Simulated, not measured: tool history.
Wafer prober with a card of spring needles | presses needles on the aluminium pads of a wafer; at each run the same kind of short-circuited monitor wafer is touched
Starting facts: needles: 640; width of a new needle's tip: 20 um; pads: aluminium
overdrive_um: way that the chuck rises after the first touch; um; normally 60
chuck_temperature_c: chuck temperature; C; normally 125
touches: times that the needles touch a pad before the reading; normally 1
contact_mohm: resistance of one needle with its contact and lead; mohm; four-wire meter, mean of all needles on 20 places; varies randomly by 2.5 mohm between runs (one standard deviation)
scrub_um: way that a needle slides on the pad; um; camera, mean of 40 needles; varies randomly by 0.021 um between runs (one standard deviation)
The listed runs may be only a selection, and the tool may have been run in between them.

Run 1, hour 0: usual settings. Result: contact_mohm 289 mohm, scrub_um 8.28 um.
At hour 13.9: tips cleaned on abrasive film.
At hour 27.4: tips cleaned on abrasive film.
At hour 41.3: tips cleaned on abrasive film.
Run 2, hour 49.4: usual settings. Result: contact_mohm 285 mohm, scrub_um 8.26 um.
At hour 55.1: tips cleaned on abrasive film.
At hour 69.1: tips cleaned on abrasive film.
At hour 80.4: tips cleaned on abrasive film.
At hour 91.8: tips cleaned on abrasive film.
At hour 105: tips cleaned on abrasive film.
Run 3, hour 105: usual settings. Result: contact_mohm 284 mohm, scrub_um 8.24 um.
At hour 119: tips cleaned on abrasive film.
At hour 133.1: tips cleaned on abrasive film.
At hour 136.2: height of the first contact set anew.
At hour 147.5: tips cleaned on abrasive film.
At hour 158.8: tips cleaned on abrasive film.
Run 4, hour 161.8: usual settings. Result: contact_mohm 284 mohm, scrub_um 8.25 um.
At hour 170.3: tips cleaned on abrasive film.
At hour 181.6: tips cleaned on abrasive film.
At hour 195.3: tips cleaned on abrasive film.
At hour 209.1: tips cleaned on abrasive film.
At hour 223.2: tips cleaned on abrasive film.
Run 5, hour 223.9: usual settings but overdrive_um 44 um. Result: contact_mohm 294 mohm, scrub_um 6.04 um.
At hour 235.1: tips cleaned on abrasive film.
At hour 249: tips cleaned on abrasive film.
Run 6, hour 255.3: usual settings. Result: contact_mohm 284 mohm, scrub_um 8.25 um.
At hour 261: tips cleaned on abrasive film.
At hour 274.9: tips cleaned on abrasive film.
At hour 288.9: tips cleaned on abrasive film.
Run 7, hour 292.8: usual settings but chuck_temperature_c 63 C. Result: contact_mohm 266 mohm, scrub_um 8.27 um.
At hour 301.3: tips cleaned on abrasive film.
At hour 312.6: tips cleaned on abrasive film.
At hour 326.7: tips cleaned on abrasive film.
At hour 338: tips cleaned on abrasive film.
Run 8, hour 349: usual settings. Result: contact_mohm 285 mohm, scrub_um 8.28 um.
At hour 351.9: tips cleaned on abrasive film.
At hour 366: tips cleaned on abrasive film.
At hour 380.1: tips cleaned on abrasive film.
At hour 394.1: tips cleaned on abrasive film.
At hour 402.8: height of the first contact set anew.
At hour 408.5: tips cleaned on abrasive film.
Run 9, hour 411.5: usual settings. Result: contact_mohm 285 mohm, scrub_um 8.29 um.
At hour 420: tips cleaned on abrasive film.
At hour 433.7: tips cleaned on abrasive film.
At hour 445: tips cleaned on abrasive film.
Run 10, hour 452.5: usual settings. Result: contact_mohm 287 mohm, scrub_um 8.26 um.
At hour 458: tips cleaned on abrasive film.
At hour 469.3: tips cleaned on abrasive film.
At hour 483.4: tips cleaned on abrasive film.
Run 11, hour 492.7: usual settings. Result: contact_mohm 281 mohm, scrub_um 8.27 um.
At hour 495.6: tips cleaned on abrasive film.
At hour 509.7: tips cleaned on abrasive film.
At hour 521: tips cleaned on abrasive film.
At hour 534.9: tips cleaned on abrasive film.
Run 12, hour 545.5: usual settings. Result: contact_mohm 280 mohm, scrub_um 8.26 um.
At hour 548.4: tips cleaned on abrasive film.
At hour 559.7: tips cleaned on abrasive film.
At hour 573.5: tips cleaned on abrasive film.
At hour 587.7: tips cleaned on abrasive film.
At hour 599: tips cleaned on abrasive film.
Run 13, hour 605.3: usual settings. Result: contact_mohm 286 mohm, scrub_um 8.26 um.
At hour 611: tips cleaned on abrasive film.
At hour 625: tips cleaned on abrasive film.
Run 14, hour 634.9: usual settings but overdrive_um 41 um. Result: contact_mohm 296 mohm, scrub_um 5.61 um.
At hour 637.8: tips cleaned on abrasive film.
At hour 651.8: tips cleaned on abrasive film.
At hour 665.7: tips cleaned on abrasive film.
Run 15, hour 667.6: usual settings but overdrive_um 41 um. Result: contact_mohm 290 mohm, scrub_um 5.62 um.
At hour 670.7: height of the first contact set anew.
At hour 679.2: tips cleaned on abrasive film.
At hour 690.5: tips cleaned on abrasive film.
At hour 704.4: tips cleaned on abrasive film.
At hour 715.8: tips cleaned on abrasive film.
Run 16, hour 725.1: usual settings but overdrive_um 59 um, chuck_temperature_c 112 C, touches 3. Result: contact_mohm 279 mohm, scrub_um 8.11 um.
At hour 728: tips cleaned on abrasive film.
At hour 741.9: tips cleaned on abrasive film.
At hour 756: tips cleaned on abrasive film.
At hour 769.9: tips cleaned on abrasive film.
Run 17, hour 780.4: usual settings but overdrive_um 59 um, chuck_temperature_c 112 C, touches 3. Result: contact_mohm 279 mohm, scrub_um 8.12 um.
At hour 783.3: tips cleaned on abrasive film.
At hour 797.1: tips cleaned on abrasive film.
At hour 808.4: tips cleaned on abrasive film.
At hour 822.5: tips cleaned on abrasive film.
Run 18, hour 824: usual settings but overdrive_um 70 um, touches 2. Result: contact_mohm 281 mohm, scrub_um 9.64 um.
At hour 835.3: tips cleaned on abrasive film.
At hour 849.4: tips cleaned on abrasive film.
At hour 860.7: tips cleaned on abrasive film.
Run 19, hour 870.5: usual settings but overdrive_um 42 um, chuck_temperature_c 56 C, touches 2. Result: contact_mohm 272 mohm, scrub_um 5.76 um.
At hour 873.4: tips cleaned on abrasive film.
At hour 887.6: tips cleaned on abrasive film.
At hour 901.3: tips cleaned on abrasive film.
Run 20, hour 902.5: usual settings but overdrive_um 42 um, chuck_temperature_c 56 C, touches 2. Result: contact_mohm 270 mohm, scrub_um 5.74 um.
At hour 913.8: tips cleaned on abrasive film.
At hour 925.1: tips cleaned on abrasive film.
At hour 936.6: height of the first contact set anew.
At hour 939.5: tips cleaned on abrasive film.
Run 21, hour 948.5: usual settings but overdrive_um 42 um, chuck_temperature_c 56 C, touches 2. Result: contact_mohm 269 mohm, scrub_um 5.79 um.
At hour 951.4: tips cleaned on abrasive film.
At hour 965.4: tips cleaned on abrasive film.
At hour 979.5: tips cleaned on abrasive film.
Run 22, hour 990.1: usual settings but overdrive_um 42 um, chuck_temperature_c 56 C, touches 2. Result: contact_mohm 273 mohm, scrub_um 5.76 um.
At hour 993: tips cleaned on abrasive film.
At hour 1004.3: tips cleaned on abrasive film.
At hour 1018.2: tips cleaned on abrasive film.
Run 23, hour 1023.1: usual settings but overdrive_um 64 um. Result: contact_mohm 279 mohm, scrub_um 8.79 um.
At hour 1031.6: tips cleaned on abrasive film.
At hour 1045.6: tips cleaned on abrasive film.
Run 24, hour 1050.5: usual settings but overdrive_um 64 um. Result: contact_mohm 281 mohm, scrub_um 8.82 um.
At hour 1059: tips cleaned on abrasive film.
At hour 1073.1: tips cleaned on abrasive film.
At hour 1084.4: tips cleaned on abrasive film.
At hour 1098.5: tips cleaned on abrasive film.
Run 25, hour 1107.5: usual settings but overdrive_um 64 um. Result: contact_mohm 281 mohm, scrub_um 8.84 um.
At hour 1110.4: tips cleaned on abrasive film.
At hour 1124.5: tips cleaned on abrasive film.
At hour 1138.5: tips cleaned on abrasive film.
Run 26, hour 1148.9: usual settings but overdrive_um 64 um. Result: contact_mohm 280 mohm, scrub_um 8.8 um.
At hour 1151.8: tips cleaned on abrasive film.
At hour 1163.1: tips cleaned on abrasive film.
At hour 1176.8: tips cleaned on abrasive film.
Run 27, hour 1187.9: usual settings but overdrive_um 64 um, chuck_temperature_c 35 C, touches 2. Result: contact_mohm 262 mohm, scrub_um 8.81 um.

Below are 3 alternative next runs, each starting from the tool's condition after run 27. Predict each:
At hour 1190.8: tips cleaned on abrasive film.
At hour 1202.1: tips cleaned on abrasive film.
At hour 1202.4: height of the first contact set anew.
At hour 1216: tips cleaned on abrasive film.
At hour 1228.8: tips cleaned on abrasive film.
Run A, hour 1228.8: usual settings but chuck_temperature_c 103 C. Result: contact_mohm ?, scrub_um ?.
At hour 1190.8: tips cleaned on abrasive film.
At hour 1202.1: tips cleaned on abrasive film.
At hour 1202.4: height of the first contact set anew.
At hour 1216: tips cleaned on abrasive film.
At hour 1228.8: tips cleaned on abrasive film.
Run B, hour 1228.8: usual settings but chuck_temperature_c 38 C. Result: contact_mohm ?, scrub_um ?.
At hour 1190.8: tips cleaned on abrasive film.
At hour 1202.1: tips cleaned on abrasive film.
At hour 1202.4: height of the first contact set anew.
At hour 1216: tips cleaned on abrasive film.
At hour 1228.8: tips cleaned on abrasive film.
Run C, hour 1228.8: usual settings but overdrive_um 66 um, chuck_temperature_c 35 C. Result: contact_mohm ?, scrub_um ?.

run  contact_mohm  scrub_um
  A           275      8.26
  B           263      8.25
  C           254      9.07
Take away the tool's hidden state, keep each run's random variation, and the runs would have read:
run  contact_mohm  scrub_um
  A           275      8.26
  B           263      8.25
  C           254      9.07
